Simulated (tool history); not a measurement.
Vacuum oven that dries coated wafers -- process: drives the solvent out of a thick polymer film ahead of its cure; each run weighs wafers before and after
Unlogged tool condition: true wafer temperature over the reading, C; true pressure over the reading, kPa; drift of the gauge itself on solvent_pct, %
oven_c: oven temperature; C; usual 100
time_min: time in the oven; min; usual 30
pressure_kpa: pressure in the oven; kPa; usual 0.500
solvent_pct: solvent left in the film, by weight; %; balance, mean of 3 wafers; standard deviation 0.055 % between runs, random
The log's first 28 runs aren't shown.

run,hour,oven_c,time_min,pressure_kpa,hours of work since the thermocouples were calibrated,hours of work since the vacuum gauge was cleaned of residue,solvent_pct
29,2372.6,100,30,1.652,852,933,3.69
30,2480.0,101,28,0.915,912,993,3.33
31,2562.3,94,30,1.087,958,1039,4.75
32,2613.6,89,30,0.278,987,1068,5.28
33,2695.3,99,48,0.509,1033,1114,1.57
34,2788.0,99,48,0.509,1084,1166,1.74
35,2890.2,99,33,0.290,1142,1223,2.71
36,3013.3,114,21,1.132,1211,1292,2.29
37,3067.8,114,43,0.276,1241,1322,0.55
38,3130.3,114,43,0.276,1276,1357,0.67
39,3226.8,111,17,0.276,1330,1411,3.35
# hour 3299.4: vacuum gauge cleaned of residue and calibrated
40,3299.4,100,35,1.137,1370,0,2.52
41,3360.7,100,35,1.137,1404,34,2.58
42,3434.4,110,35,0.871,1446,76,1.04
43,3544.4,104,17,0.586,1507,137,4.81
44,3666.6,104,17,0.586,1576,206,4.83
# hour 3690.7: oven's thermocouples calibrated
45,3788.9,104,17,0.586,55,273,4.12

Below are 4 alternative next runs, each starting from the tool's condition after run 45. Predict each:
A,3890.7,85,30,0.466,112,330,?
B,3890.7,97,27,0.287,112,330,?
C,3890.7,100,30,0.740,112,330,?
D,3890.7,100,30,0.254,112,330,?

run,solvent_pct
A,5.79
B,3.28
C,2.52
D,2.07
With no hidden state in the tool, these same runs would have given:
run,solvent_pct
A,5.67
B,3.20
C,2.44
D,1.98
